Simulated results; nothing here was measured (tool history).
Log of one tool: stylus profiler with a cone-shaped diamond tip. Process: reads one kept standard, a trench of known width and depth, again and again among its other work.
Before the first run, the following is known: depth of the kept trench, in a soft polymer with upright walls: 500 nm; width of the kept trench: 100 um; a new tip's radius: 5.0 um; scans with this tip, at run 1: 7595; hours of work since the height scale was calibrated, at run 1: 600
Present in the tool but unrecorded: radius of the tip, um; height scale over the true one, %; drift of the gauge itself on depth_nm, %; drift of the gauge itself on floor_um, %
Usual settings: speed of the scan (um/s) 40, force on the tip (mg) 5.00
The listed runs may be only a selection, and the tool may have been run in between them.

| run | hour | speed of the scan (um/s) | force on the tip (mg) | scans with this tip | hours of work since the height scale was calibrated | depth of the trench (nm) | width of the trench's floor (um) |
|---|---|---|---|---|---|---|---|
| 1 | 0.0 | 40 | 5.00 | 7595 | 600 | 505.42 | 93.95 |
| 2 | 17.7 | 11 | 5.00 | 7745 | 611 | 505.49 | 94.02 |
| 3 | 29.8 | 125 | 5.00 | 7849 | 620 | 505.43 | 93.82 |
| 4 | 48.4 | 40 | 12.38 | 8007 | 632 | 509.40 | 93.95 |
| 5 | 60.7 | 40 | 12.38 | 8112 | 640 | 509.49 | 93.93 |
| 6 | 70.8 | 40 | 12.38 | 8198 | 647 | 509.39 | 93.92 |
| 7 | 81.7 | 40 | 12.38 | 8291 | 655 | 509.28 | 93.92 |
| 8 | 89.6 | 12 | 5.00 | 8359 | 660 | 505.73 | 93.92 |
| 9 | 101.3 | 12 | 5.00 | 8459 | 668 | 505.49 | 93.85 |
| 10 | 114.5 | 12 | 5.00 | 8572 | 677 | 505.53 | 93.88 |
| 11 | 124.1 | 40 | 2.05 | 8653 | 683 | 503.40 | 93.78 |
| 12 | 132.3 | 40 | 4.68 | 8723 | 689 | 505.04 | 93.77 |
| 13 | 140.7 | 40 | 4.68 | 8795 | 694 | 505.03 | 93.75 |
| 14 | 153.3 | 40 | 5.00 | 8903 | 703 | 505.31 | 93.79 |
| 15 | 168.4 | 40 | 5.00 | 9031 | 713 | 505.29 | 93.75 |
| 16 | 179.8 | 40 | 5.00 | 9128 | 721 | 505.56 | 93.73 |
| 17 | 193.4 | 40 | 5.00 | 9244 | 730 | 505.54 | 93.71 |
| 18 | 201.7 | 40 | 5.00 | 9316 | 735 | 505.26 | 93.71 |
| 19 | 219.1 | 14 | 5.00 | 9464 | 747 | 505.67 | 93.72 |
| 20 | 230.7 | 14 | 5.00 | 9563 | 755 | 505.56 | 93.68 |
| 21 | 249.6 | 40 | 5.00 | 9724 | 768 | 505.63 | 93.62 |
| 22 | 263.7 | 40 | 6.13 | 9844 | 777 | 505.94 | 93.60 |
| 23 | 273.1 | 40 | 5.00 | 9925 | 783 | 505.54 | 93.58 |
| 24 | 282.7 | 40 | 5.00 | 10006 | 790 | 505.53 | 93.52 |
| 25 | 301.6 | 40 | 5.00 | 10168 | 803 | 505.48 | 93.49 |
| 26 | 312.0 | 54 | 4.75 | 10257 | 810 | 505.38 | 93.53 |
| 27 | 320.8 | 27 | 11.80 | 10332 | 816 | 508.95 | 93.57 |
| 28 | 332.1 | 27 | 11.80 | 10428 | 823 | 509.24 | 93.56 |
| 29 | 347.0 | 27 | 7.89 | 10555 | 833 | 507.17 | 93.54 |
| 30 | 355.6 | 22 | 2.92 | 10628 | 839 | 504.21 | 93.45 |
| 31 | 373.9 | 55 | 7.34 | 10785 | 851 | 507.04 | 93.43 |
| 32 | 390.5 | 126 | 2.38 | 10926 | 863 | 503.87 | 93.07 |
| 33 | 407.2 | 14 | 2.41 | 11069 | 874 | 503.73 | 93.44 |
| 34 | 417.1 | 139 | 2.09 | 11154 | 881 | 503.82 | 93.03 |
| 35 | 427.4 | 91 | 1.85 | 11241 | 887 | 503.55 | 93.13 |
| 36 | 446.3 | 61 | 5.00 | 11403 | 900 | 505.84 | 93.25 |
| 37 | 458.2 | 121 | 6.09 | 11504 | 908 | 506.41 | 93.20 |
| 38 | 473.7 | 28 | 2.47 | 11636 | 919 | 503.80 | 93.25 |
| 39 | 482.0 | 28 | 2.47 | 11707 | 924 | 503.88 | 93.26 |
| 40 | 493.8 | 18 | 7.07 | 11808 | 932 | 507.05 | 93.34 |
| 41 | 501.6 | 30 | 8.79 | 11874 | 937 | 507.81 | 93.31 |
| 42 | 515.7 | 30 | 8.79 | 11995 | 947 | 508.15 | 93.27 |
| 43 | 532.1 | 13 | 11.99 | 12134 | 958 | 509.52 | 93.30 |
| 44 | 547.2 | 13 | 11.99 | 12263 | 968 | 509.68 | 93.25 |
| 45 | 558.6 | 13 | 11.99 | 12360 | 976 | 509.25 | 93.23 |
| 46 | 569.2 | 13 | 11.99 | 12451 | 983 | 509.65 | 93.26 |

Predict each of these 5 candidate next runs independently; none follows another, all start after run 46:
| A | 586.7 | 69 | 3.00 | 12600 | 995 | ? | ? |
| B | 586.7 | 13 | 4.28 | 12600 | 995 | ? | ? |
| C | 586.7 | 69 | 6.13 | 12600 | 995 | ? | ? |
| D | 586.7 | 13 | 4.82 | 12600 | 995 | ? | ? |
| E | 586.7 | 10 | 7.16 | 12600 | 995 | ? | ? |

| run | depth of the trench (nm) | width of the trench's floor (um) |
|---|---|---|
| A | 504.25 | 93.05 |
| B | 505.46 | 93.24 |
| C | 506.73 | 93.11 |
| D | 505.67 | 93.20 |
| E | 507.15 | 93.22 |
Without the tool's unlogged condition, the same runs would have read:
| run | depth of the trench (nm) | width of the trench's floor (um) |
|---|---|---|
| A | 503.19 | 95.46 |
| B | 504.40 | 95.65 |
| C | 505.67 | 95.52 |
| D | 504.62 | 95.61 |
| E | 506.09 | 95.63 |

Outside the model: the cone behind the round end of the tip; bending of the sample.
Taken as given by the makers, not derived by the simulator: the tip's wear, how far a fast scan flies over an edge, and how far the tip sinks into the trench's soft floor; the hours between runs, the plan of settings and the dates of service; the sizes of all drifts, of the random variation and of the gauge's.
